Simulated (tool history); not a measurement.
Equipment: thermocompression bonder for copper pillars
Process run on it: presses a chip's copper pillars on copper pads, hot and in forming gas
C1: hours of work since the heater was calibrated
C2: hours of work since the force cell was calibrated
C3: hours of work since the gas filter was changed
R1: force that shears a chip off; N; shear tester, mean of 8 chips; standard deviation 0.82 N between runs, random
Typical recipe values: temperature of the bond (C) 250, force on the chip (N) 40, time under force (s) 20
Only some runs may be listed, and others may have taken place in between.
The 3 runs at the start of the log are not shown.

Run 4, hour 22.2: usual settings; C1 175; C2 706; C3 150. Result: R1 59.5 N.
Run 5, hour 29.9: usual settings; C1 180; C2 711; C3 155. Result: R1 59.0 N.
Run 6, hour 37.7: usual settings; C1 185; C2 716; C3 160. Result: R1 58.1 N.
Run 7, hour 46.8: usual settings; C1 191; C2 722; C3 166. Result: R1 59.2 N.
Run 8, hour 56.3: usual settings; C1 197; C2 728; C3 172. Result: R1 59.0 N.
Run 9, hour 61.9: usual settings; C1 201; C2 732; C3 176. Result: R1 57.9 N.
Run 10, hour 70.9: usual settings; C1 207; C2 738; C3 181. Result: R1 59.1 N.
Run 11, hour 77.6: usual settings; C1 211; C2 742; C3 186. Result: R1 58.3 N.
Run 12, hour 83.3: usual settings; C1 215; C2 746; C3 190. Result: R1 58.9 N.
Run 13, hour 91.6: usual settings but force on the chip (N) 31; C1 220; C2 751; C3 195. Result: R1 49.2 N.
Run 14, hour 98.9: usual settings but force on the chip (N) 31; C1 225; C2 756; C3 200. Result: R1 49.8 N.
Run 15, hour 105.3: usual settings; C1 229; C2 760; C3 204. Result: R1 59.5 N.
Run 16, hour 111.7: usual settings; C1 233; C2 764; C3 208. Result: R1 57.8 N.
Run 17, hour 120.5: usual settings; C1 239; C2 770; C3 214. Result: R1 58.2 N.
Run 18, hour 125.1: usual settings but temperature of the bond (C) 267; C1 242; C2 773; C3 217. Result: R1 75.8 N.
Run 19, hour 134.3: usual settings but temperature of the bond (C) 267, time under force (s) 25; C1 248; C2 779; C3 223. Result: R1 80.0 N.
Run 20, hour 141.4: usual settings but force on the chip (N) 26; C1 253; C2 783; C3 227. Result: R1 41.3 N.
Run 21, hour 150.1: usual settings; C1 258; C2 789; C3 233. Result: R1 57.6 N.

Expected results for the next run?
Run 22, hour 154.5: usual settings but temperature of the bond (C) 233, time under force (s) 15; C1 261; C2 792; C3 236. Result: R1 ?.

{"run 22": {"R1": 37.3}}
On a tool with no hidden condition, and with the same random variation, this run would have come out at R1 42.8 N.

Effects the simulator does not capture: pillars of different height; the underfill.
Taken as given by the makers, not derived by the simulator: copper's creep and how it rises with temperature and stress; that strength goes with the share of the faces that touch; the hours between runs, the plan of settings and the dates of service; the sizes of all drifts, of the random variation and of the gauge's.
